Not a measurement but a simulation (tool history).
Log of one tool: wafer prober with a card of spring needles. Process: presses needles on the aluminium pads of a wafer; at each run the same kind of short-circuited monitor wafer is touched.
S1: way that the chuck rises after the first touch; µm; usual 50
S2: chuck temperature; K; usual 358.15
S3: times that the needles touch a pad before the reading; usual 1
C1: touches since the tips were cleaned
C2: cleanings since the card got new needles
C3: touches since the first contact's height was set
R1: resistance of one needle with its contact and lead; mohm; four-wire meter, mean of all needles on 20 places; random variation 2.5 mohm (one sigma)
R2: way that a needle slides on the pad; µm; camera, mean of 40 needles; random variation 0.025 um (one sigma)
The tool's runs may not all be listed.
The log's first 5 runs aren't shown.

At hour 116.5: tips cleaned on abrasive film.
At hour 133: tips cleaned on abrasive film.
Run 6, hour 134: usual settings; C1 288; C2 22; C3 35326. Result: R1 288 mohm, R2 11.02 µm.
At hour 149.6: tips cleaned on abrasive film.
Run 7, hour 164.4: usual settings but S1 41 µm; C1 4404; C2 23; C3 44355. Result: R1 292 mohm, R2 9.02 µm.
At hour 166.9: tips cleaned on abrasive film.
At hour 184.7: tips cleaned on abrasive film.
Run 8, hour 189.5: usual settings but S1 41 µm; C1 1449; C2 25; C3 51791. Result: R1 290 mohm, R2 9.01 µm.
At hour 202.5: tips cleaned on abrasive film.
Run 9, hour 204.6: usual settings but S1 41 µm; C1 610; C2 26; C3 56252. Result: R1 294 mohm, R2 9.02 µm.
At hour 219.9: tips cleaned on abrasive film.
Run 10, hour 230.4: usual settings but S1 41 µm; C1 3149; C2 27; C3 63928. Result: R1 291 mohm, R2 9 µm.
At hour 236.3: tips cleaned on abrasive film.
At hour 252.6: tips cleaned on abrasive film.
Run 11, hour 258.4: usual settings but S3 2; C1 1744; C2 29; C3 72206. Result: R1 285 mohm, R2 10.99 µm.
At hour 269.7: tips cleaned on abrasive film.
At hour 278.7: height of the first contact set anew.
Run 12, hour 281.5: usual settings; C1 3440; C2 30; C3 835. Result: R1 288 mohm, R2 10.97 µm.
At hour 286.8: tips cleaned on abrasive film.
At hour 304.6: tips cleaned on abrasive film.
Run 13, hour 312.1: usual settings; C1 2249; C2 32; C3 9901. Result: R1 284 mohm, R2 10.95 µm.
At hour 322.5: tips cleaned on abrasive film.
Run 14, hour 338.2: usual settings; C1 4675; C2 33; C3 17643. Result: R1 288 mohm, R2 10.96 µm.
At hour 341: tips cleaned on abrasive film.
At hour 359.3: tips cleaned on abrasive film.
Run 15, hour 361.4: usual settings; C1 610; C2 35; C3 24498. Result: R1 287 mohm, R2 10.9 µm.
At hour 375.9: tips cleaned on abrasive film.
Run 16, hour 382.3: usual settings but S1 52 µm, S2 366.15 K, S3 3; C1 1917; C2 36; C3 30712. Result: R1 289 mohm, R2 11.38 µm.
At hour 394.9: tips cleaned on abrasive film.
Run 17, hour 398.4: usual settings but S1 40 µm, S3 2; C1 1055; C2 37; C3 35476. Result: R1 293 mohm, R2 8.76 µm.
At hour 411.7: tips cleaned on abrasive film.
Run 18, hour 427.2: usual settings but S1 40 µm, S3 2; C1 4602; C2 38; C3 44024. Result: R1 296 mohm, R2 8.74 µm.
At hour 429.6: tips cleaned on abrasive film.
At hour 446.7: tips cleaned on abrasive film.
Run 19, hour 448: usual settings but S1 40 µm, S3 2; C1 392; C2 40; C3 50184. Result: R1 292 mohm, R2 8.74 µm.
At hour 463.7: tips cleaned on abrasive film.
At hour 479.7: tips cleaned on abrasive film.
Run 20, hour 482.2: usual settings but S2 338.15 K, S3 2; C1 736; C2 42; C3 60314. Result: R1 282 mohm, R2 10.92 µm.
At hour 497.6: tips cleaned on abrasive film.
Run 21, hour 508.6: usual settings but S1 37 µm; C1 3293; C2 43; C3 68165. Result: R1 292 mohm, R2 8.12 µm.
At hour 514.9: tips cleaned on abrasive film.
Run 22, hour 522.7: usual settings but S1 67 µm, S2 301.15 K, S3 2; C1 2317; C2 44; C3 72319. Result: R1 265 mohm, R2 14.59 µm.
At hour 532.4: tips cleaned on abrasive film.
Run 23, hour 540.8: usual settings but S1 67 µm, S2 301.15 K; C1 2503; C2 45; C3 77698. Result: R1 264 mohm, R2 14.64 µm.
At hour 543.2: height of the first contact set anew.
At hour 549.4: tips cleaned on abrasive film.
At hour 567.4: tips cleaned on abrasive film.
Run 24, hour 573.1: usual settings but S1 30 µm, S2 344.15 K, S3 2; C1 1701; C2 47; C3 8854. Result: R1 296 mohm, R2 6.55 µm.
At hour 584: tips cleaned on abrasive film.
Run 25, hour 590.2: usual settings but S1 30 µm, S2 344.15 K, S3 2; C1 1855; C2 48; C3 13920. Result: R1 294 mohm, R2 6.54 µm.
At hour 600: tips cleaned on abrasive film.
Run 26, hour 609.4: usual settings but S1 56 µm, S2 326.15 K, S3 2; C1 2784; C2 49; C3 19612. Result: R1 276 mohm, R2 12.2 µm.
At hour 616.5: tips cleaned on abrasive film.
At hour 633.5: tips cleaned on abrasive film.
Run 27, hour 637.5: usual settings but S2 341.15 K, S3 2; C1 1192; C2 51; C3 27936. Result: R1 279 mohm, R2 10.89 µm.
At hour 651.7: tips cleaned on abrasive film.
At hour 668: tips cleaned on abrasive film.
Run 28, hour 670.6: usual settings but S2 341.15 K, S3 2; C1 781; C2 53; C3 37756. Result: R1 279 mohm, R2 10.89 µm.
At hour 685.4: tips cleaned on abrasive film.
Run 29, hour 696.8: usual settings but S1 30 µm, S2 302.15 K; C1 3401; C2 54; C3 45534. Result: R1 280 mohm, R2 6.57 µm.
At hour 701.8: tips cleaned on abrasive film.
Run 30, hour 711.3: usual settings but S1 34 µm, S3 2; C1 2831; C2 55; C3 49825. Result: R1 297 mohm, R2 7.43 µm.

Forecast each of these 3 alternatives for the next run:
At hour 718.7: tips cleaned on abrasive film.
Run A, hour 731.6: usual settings but S1 31 µm, S2 314.15 K; C1 3850; C2 56; C3 55834. Result: R1 ?, R2 ?.
At hour 718.7: tips cleaned on abrasive film.
Run B, hour 731.6: usual settings but S2 305.15 K; C1 3850; C2 56; C3 55834. Result: R1 ?, R2 ?.
At hour 718.7: tips cleaned on abrasive film.
Run C, hour 731.6: usual settings but S1 34 µm, S2 310.15 K, S3 2; C1 3850; C2 56; C3 55834. Result: R1 ?, R2 ?.

run   R1     R2
  A  284   6.75
  B  275  10.89
  C  275   7.36
Without the tool's hidden state the same runs would have given:
run   R1    R2
  A  282  6.82
  B  274    11
  C  274  7.43
